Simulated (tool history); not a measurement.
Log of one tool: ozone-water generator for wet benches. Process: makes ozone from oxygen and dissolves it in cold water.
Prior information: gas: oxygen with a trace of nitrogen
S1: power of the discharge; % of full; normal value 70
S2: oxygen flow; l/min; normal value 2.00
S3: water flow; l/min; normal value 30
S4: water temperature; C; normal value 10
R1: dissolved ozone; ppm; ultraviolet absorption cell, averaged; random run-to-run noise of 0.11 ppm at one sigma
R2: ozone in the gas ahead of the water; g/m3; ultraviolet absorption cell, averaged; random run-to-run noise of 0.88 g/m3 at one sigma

{"run": 1, "hour": 0.0, "S1": 70, "S2": 2.0, "S3": 30, "S4": 10, "R1": 7.0, "R2": 144.0}
{"run": 2, "hour": 21.3, "S1": 66, "S2": 2.0, "S3": 30, "S4": 10, "R1": 6.5, "R2": 138.2}
{"run": 3, "hour": 56.6, "S1": 70, "S2": 2.0, "S3": 29, "S4": 10, "R1": 7.1, "R2": 144.0}
{"run": 4, "hour": 89.6, "S1": 70, "S2": 1.78, "S3": 30, "S4": 10, "R1": 6.5, "R2": 149.6}
{"run": 5, "hour": 112.8, "S1": 70, "S2": 1.78, "S3": 30, "S4": 10, "R1": 6.5, "R2": 149.0}
{"run": 6, "hour": 135.8, "S1": 70, "S2": 1.78, "S3": 30, "S4": 10, "R1": 6.6, "R2": 150.3}
{"run": 7, "hour": 155.2, "S1": 70, "S2": 1.78, "S3": 30, "S4": 10, "R1": 6.5, "R2": 150.6}
{"run": 8, "hour": 195.7, "S1": 70, "S2": 1.78, "S3": 30, "S4": 10, "R1": 6.8, "R2": 150.1}
{"run": 9, "hour": 234.0, "S1": 70, "S2": 1.78, "S3": 30, "S4": 10, "R1": 6.4, "R2": 150.2}
{"run": 10, "hour": 261.7, "S1": 70, "S2": 1.78, "S3": 30, "S4": 10, "R1": 6.5, "R2": 148.8}
{"run": 11, "hour": 297.9, "S1": 70, "S2": 2.0, "S3": 30, "S4": 10, "R1": 6.8, "R2": 144.4}
{"run": 12, "hour": 333.8, "S1": 69, "S2": 2.0, "S3": 30, "S4": 10, "R1": 6.6, "R2": 141.5}
{"run": 13, "hour": 353.3, "S1": 70, "S2": 2.0, "S3": 30, "S4": 10, "R1": 7.0, "R2": 142.4}
{"run": 14, "hour": 393.8, "S1": 70, "S2": 2.0, "S3": 30, "S4": 10, "R1": 6.6, "R2": 142.3}
{"run": 15, "hour": 431.7, "S1": 66, "S2": 2.0, "S3": 30, "S4": 10, "R1": 6.8, "R2": 135.8}
{"run": 16, "hour": 475.5, "S1": 70, "S2": 2.0, "S3": 31, "S4": 10, "R1": 6.7, "R2": 142.2}
{"run": 17, "hour": 499.7, "S1": 90, "S2": 1.87, "S3": 31, "S4": 10, "R1": 7.6, "R2": 176.3}
{"hour": 506.1, "done": "contactor cleaned"}
{"run": 18, "hour": 547.4, "S1": 45, "S2": 2.0, "S3": 30, "S4": 10, "R1": 4.8, "R2": 103.7}
{"run": 19, "hour": 588.5, "S1": 45, "S2": 3.03, "S3": 23, "S4": 11, "R1": 7.4, "R2": 87.9}
{"hour": 598.8, "done": "contactor cleaned, once more"}
{"run": 20, "hour": 626.3, "S1": 53, "S2": 3.1, "S3": 30, "S4": 9, "R1": 7.0, "R2": 97.1}
{"run": 21, "hour": 648.2, "S1": 47, "S2": 2.0, "S3": 30, "S4": 6, "R1": 5.3, "R2": 107.8}
{"run": 22, "hour": 683.7, "S1": 47, "S2": 2.0, "S3": 30, "S4": 6, "R1": 5.3, "R2": 105.6}
{"run": 23, "hour": 723.3, "S1": 47, "S2": 2.0, "S3": 30, "S4": 6, "R1": 5.2, "R2": 105.1}
{"run": 24, "hour": 760.8, "S1": 70, "S2": 1.13, "S3": 30, "S4": 14, "R1": 5.1, "R2": 179.2}
{"run": 25, "hour": 795.7, "S1": 67, "S2": 1.13, "S3": 29, "S4": 14, "R1": 5.1, "R2": 173.9}
{"run": 26, "hour": 816.3, "S1": 78, "S2": 2.0, "S3": 30, "S4": 9, "R1": 7.3, "R2": 152.5}
{"run": 27, "hour": 836.9, "S1": 70, "S2": 2.1, "S3": 30, "S4": 13, "R1": 6.8, "R2": 139.4}
{"run": 28, "hour": 858.9, "S1": 73, "S2": 1.92, "S3": 30, "S4": 10, "R1": 7.0, "R2": 146.9}
{"run": 29, "hour": 889.6, "S1": 73, "S2": 1.92, "S3": 30, "S4": 10, "R1": 7.0, "R2": 148.0}

Expected results for the next run?
{"run": 30, "hour": 924.1, "S1": 62, "S2": 2.27, "S3": 30, "S4": 12, "R1": "?", "R2": "?"}

{"run 30": {"R1": 6.6, "R2": 122.8}}
With no hidden state in the tool, this same run would have given R1 6.7 ppm, R2 124.6 g/m3.

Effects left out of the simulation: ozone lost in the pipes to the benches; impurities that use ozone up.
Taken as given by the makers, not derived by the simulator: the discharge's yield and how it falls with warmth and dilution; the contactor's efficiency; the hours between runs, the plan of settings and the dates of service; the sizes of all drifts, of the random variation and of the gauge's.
